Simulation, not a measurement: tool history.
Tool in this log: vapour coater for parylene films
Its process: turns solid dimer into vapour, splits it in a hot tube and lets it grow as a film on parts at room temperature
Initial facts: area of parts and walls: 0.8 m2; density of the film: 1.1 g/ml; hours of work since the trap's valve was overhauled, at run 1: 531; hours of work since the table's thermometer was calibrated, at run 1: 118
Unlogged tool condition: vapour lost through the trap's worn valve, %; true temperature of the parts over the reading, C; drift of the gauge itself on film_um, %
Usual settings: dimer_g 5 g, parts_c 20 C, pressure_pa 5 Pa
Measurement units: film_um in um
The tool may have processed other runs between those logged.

run	hour	dimer_g	parts_c	pressure_pa	hours of work since the trap's valve was overhauled	hours of work since the table's thermometer was calibrated	film_um
1	0	5	20	5	531	118	4.13
2	31.7	5	20	5	544	132	4.17
3	56.2	5	20	5	555	142	4.16
4	81	5	20	5	566	153	4.16
5	102.8	5	20	5	575	162	4.18
6	122.3	5	20	5	583	171	4.18
7	144.6	5	22	5	593	180	3.75
# hour 169.3: trap's valve overhauled
8	175.6	5	22	5	3	192	3.62
9	194.1	5	16	5	11	200	4.81
10	226.1	5	20	5	24	214	3.93
11	249.4	5	15	5	34	223	4.92
12	266.7	5	20	5	42	231	3.97
13	287.2	5	20	5	51	240	3.94
14	305.2	5	20	5	58	247	3.97
15	331.7	5	17	5	70	259	4.52
16	347.1	5	17	5	76	265	4.55
# hour 359.9: trap's valve overhauled, once more
17	383.1	5	17	5	10	279	5.21
18	407.6	5	17	5	20	290	5.26
19	420.8	5	17	5	26	295	5.22
20	435.9	5	17	5	33	302	5.22
21	463.2	5	20	5	44	313	4.52
22	481.8	5	20	4.31	52	321	4.56
23	501.9	5	20	4.31	61	330	4.57
24	528.7	5	30	5	72	342	2.79
25	542.2	5	30	5	78	347	2.76
26	566	3	24	6.96	88	358	2.1
27	586.1	3	24	6.96	97	366	2.13
28	601.8	3	24	6.96	104	373	2.13
29	622	3	24	6.96	112	382	2.11
30	651.1	3	23	8.7	125	394	2.16
31	679.5	6	25	3.31	137	406	4.48
32	710.7	8	24	2.54	150	420	6.47
33	739.6	6	16	7.59	163	432	6.13
34	754.3	6	16	7.59	169	438	6.19
35	775.6	5	26	2.51	178	447	3.65
36	789.3	5	26	2.51	184	453	3.67
37	811.9	5	26	2.51	194	463	3.63
38	825.8	7	14	8.78	200	469	7.6
39	848.8	4	28	5.09	210	479	2.42
40	874.3	4	28	5.09	221	490	2.42
41	888.5	3	26	10.56	227	496	1.79
42	913.4	5	24	2.49	237	507	4

Forecast run 43:
43	927.9	5	14	2.49	244	513	?

Run 43 came out at film_um 5.4 um.
Take away the tool's hidden state, keep the run-to-run variation as it was, and the same run would have given film_um 5.57 um.
